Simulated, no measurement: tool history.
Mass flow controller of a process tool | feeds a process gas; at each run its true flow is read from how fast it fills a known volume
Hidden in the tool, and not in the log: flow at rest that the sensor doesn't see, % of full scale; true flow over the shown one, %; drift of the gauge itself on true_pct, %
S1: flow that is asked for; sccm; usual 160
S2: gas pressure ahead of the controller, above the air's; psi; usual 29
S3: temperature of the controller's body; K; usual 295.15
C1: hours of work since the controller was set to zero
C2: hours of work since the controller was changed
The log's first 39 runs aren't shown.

Run 40, day 163.229: usual settings but S1 41 sccm, S2 35.4 psi, S3 297.15 K; C1 3171; C2 3171. Result: true flow (%) 95.72.
Run 41, day 168.621: usual settings but S1 27 sccm, S2 34.1 psi; C1 3253; C2 3253. Result: true flow (%) 93.49.
Run 42, day 173.992: usual settings but S1 27 sccm, S2 34.1 psi; C1 3336; C2 3336. Result: true flow (%) 93.19.
Run 43, day 177.758: usual settings but S1 29 sccm, S3 304.15 K; C1 3393; C2 3393. Result: true flow (%) 94.05.
Run 44, day 181.4: usual settings but S1 63 sccm, S2 24.7 psi, S3 293.15 K; C1 3449; C2 3449. Result: true flow (%) 96.24.
Run 45, day 187.538: usual settings but S1 63 sccm, S2 24.7 psi, S3 293.15 K; C1 3543; C2 3543. Result: true flow (%) 96.43.
Run 46, day 191.129: usual settings but S1 63 sccm, S2 24.7 psi, S3 293.15 K; C1 3598; C2 3598. Result: true flow (%) 96.29.
Run 47, day 195.396: usual settings but S1 27 sccm, S2 20.9 psi, S3 312.15 K; C1 3663; C2 3663. Result: true flow (%) 93.41.
Run 48, day 199.325: usual settings but S1 42 sccm, S2 27.4 psi, S3 294.15 K; C1 3724; C2 3724. Result: true flow (%) 94.87.

Forecast each of these 3 alternatives for the next run:
Run A, day 203.625: usual settings but S2 22.8 psi; C1 3789; C2 3789. Result: true flow (%) ?.
Run B, day 203.625: usual settings but S1 33 sccm, S2 27.4 psi, S3 301.15 K; C1 3789; C2 3789. Result: true flow (%) ?.
Run C, day 203.625: usual settings but S3 300.15 K; C1 3789; C2 3789. Result: true flow (%) ?.

run  true flow (%)
  A          99.09
  B          94.02
  C          99.76
Without the tool's hidden state the same runs would have given:
run  true flow (%)
  A          98.91
  B          97.95
  C          99.57

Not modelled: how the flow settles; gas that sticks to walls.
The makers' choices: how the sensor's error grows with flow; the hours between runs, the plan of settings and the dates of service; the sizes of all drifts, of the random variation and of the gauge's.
